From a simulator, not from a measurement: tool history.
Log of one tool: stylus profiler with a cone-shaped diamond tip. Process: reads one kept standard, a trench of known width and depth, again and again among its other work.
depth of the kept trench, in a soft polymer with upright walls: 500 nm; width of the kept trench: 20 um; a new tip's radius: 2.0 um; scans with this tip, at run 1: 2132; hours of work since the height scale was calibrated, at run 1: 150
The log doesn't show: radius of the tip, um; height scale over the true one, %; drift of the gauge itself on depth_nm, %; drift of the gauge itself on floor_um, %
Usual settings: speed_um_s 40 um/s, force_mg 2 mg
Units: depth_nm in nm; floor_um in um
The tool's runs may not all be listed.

| run | hour | speed_um_s | force_mg | scans with this tip | hours of work since the height scale was calibrated | depth_nm | floor_um |
|---|---|---|---|---|---|---|---|
| 1 | 0 | 40 | 2 | 2132 | 150 | 503.67 | 16.89 |
| 2 | 14.4 | 40 | 2 | 2255 | 159 | 503.48 | 16.8 |
| 3 | 25.5 | 10 | 2 | 2350 | 165 | 503.46 | 16.88 |
| 4 | 33.4 | 10 | 2 | 2418 | 170 | 503.7 | 16.86 |
| 5 | 44.6 | 40 | 3.49 | 2514 | 177 | 505.41 | 16.81 |
| 6 | 53.2 | 40 | 2 | 2587 | 182 | 503.64 | 16.75 |
| 7 | 63.5 | 40 | 2 | 2676 | 188 | 503.74 | 16.74 |
| 8 | 74.9 | 109 | 2 | 2773 | 195 | 503.33 | 16.53 |
| 9 | 86.6 | 10 | 2 | 2873 | 202 | 503.56 | 16.77 |
| 10 | 103.4 | 40 | 2 | 3017 | 212 | 503.55 | 16.68 |
| 11 | 119.8 | 40 | 2 | 3158 | 222 | 503.39 | 16.64 |
| 12 | 136 | 40 | 2 | 3297 | 232 | 503.41 | 16.65 |
| 13 | 143.8 | 40 | 2 | 3363 | 236 | 503.43 | 16.68 |
| 14 | 160 | 40 | 2 | 3502 | 246 | 503.28 | 16.65 |
| 15 | 170.6 | 40 | 2 | 3593 | 253 | 503.25 | 16.61 |
| 16 | 180.4 | 40 | 2 | 3676 | 259 | 503.61 | 16.58 |
| 17 | 193.2 | 40 | 2 | 3786 | 266 | 503.44 | 16.55 |
| 18 | 208.5 | 40 | 2 | 3917 | 275 | 503.59 | 16.54 |
| 19 | 225.8 | 40 | 1.57 | 4065 | 286 | 502.78 | 16.46 |
| 20 | 238.6 | 40 | 1.57 | 4175 | 294 | 502.55 | 16.42 |
| 21 | 251.3 | 40 | 2 | 4283 | 301 | 503.24 | 16.41 |
| 22 | 268.3 | 40 | 2 | 4429 | 311 | 503.32 | 16.42 |
| 23 | 276.5 | 40 | 3.5 | 4500 | 316 | 505.23 | 16.44 |
| 24 | 289.3 | 105 | 2.51 | 4609 | 324 | 503.77 | 16.3 |
| 25 | 301.9 | 105 | 2.51 | 4717 | 332 | 503.91 | 16.24 |
| 26 | 313.2 | 18 | 1.98 | 4813 | 338 | 503.39 | 16.45 |
| 27 | 329.1 | 18 | 1.98 | 4950 | 348 | 503.21 | 16.4 |
| 28 | 338.6 | 36 | 2.19 | 5031 | 354 | 503.55 | 16.31 |
| 29 | 350.9 | 24 | 2.41 | 5136 | 361 | 503.82 | 16.35 |
| 30 | 365.8 | 38 | 0.98 | 5264 | 370 | 501.56 | 16.24 |
| 31 | 375.7 | 33 | 2.28 | 5348 | 376 | 503.69 | 16.24 |
| 32 | 386.8 | 33 | 2.28 | 5444 | 383 | 503.71 | 16.23 |
| 33 | 401.2 | 42 | 1.44 | 5567 | 392 | 502.29 | 16.19 |
| 34 | 411.6 | 42 | 1.44 | 5656 | 398 | 502.44 | 16.18 |
| 35 | 426.5 | 123 | 4.84 | 5784 | 407 | 506.35 | 16.05 |
| 36 | 438.6 | 123 | 4.84 | 5887 | 414 | 506.32 | 16.03 |
| 37 | 453 | 16 | 0.96 | 6010 | 423 | 501.56 | 16.2 |
| 38 | 462.8 | 74 | 5.05 | 6095 | 429 | 506.79 | 16.12 |
| 39 | 472.6 | 23 | 2 | 6178 | 434 | 503.13 | 16.2 |
| 40 | 488.6 | 23 | 3.42 | 6315 | 444 | 504.9 | 16.24 |
| 41 | 502.7 | 35 | 5.74 | 6437 | 453 | 507.12 | 16.14 |
| 42 | 517.3 | 10 | 4.67 | 6561 | 461 | 506.13 | 16.14 |
| 43 | 530.4 | 76 | 3.26 | 6673 | 469 | 504.57 | 16.02 |
| 44 | 545.7 | 76 | 3.26 | 6804 | 478 | 504.51 | 15.97 |
| 45 | 557.2 | 40 | 0.79 | 6902 | 485 | 500.96 | 15.92 |
| 46 | 567.7 | 15 | 0.79 | 6993 | 492 | 501.16 | 16.04 |

Forecast each of these 4 alternatives for the next run:
| A | 578.9 | 34 | 0.86 | 7089 | 499 | ? | ? |
| B | 578.9 | 54 | 2 | 7089 | 499 | ? | ? |
| C | 578.9 | 108 | 0.8 | 7089 | 499 | ? | ? |
| D | 578.9 | 131 | 2.13 | 7089 | 499 | ? | ? |

| run | depth_nm | floor_um |
|---|---|---|
| A | 501.29 | 15.94 |
| B | 503.01 | 15.95 |
| C | 501.16 | 15.63 |
| D | 503.11 | 15.74 |
Without the tool's hidden state the same runs would have given:
| run | depth_nm | floor_um |
|---|---|---|
| A | 502.47 | 17.2 |
| B | 504.2 | 17.21 |
| C | 502.35 | 16.89 |
| D | 504.3 | 17 |
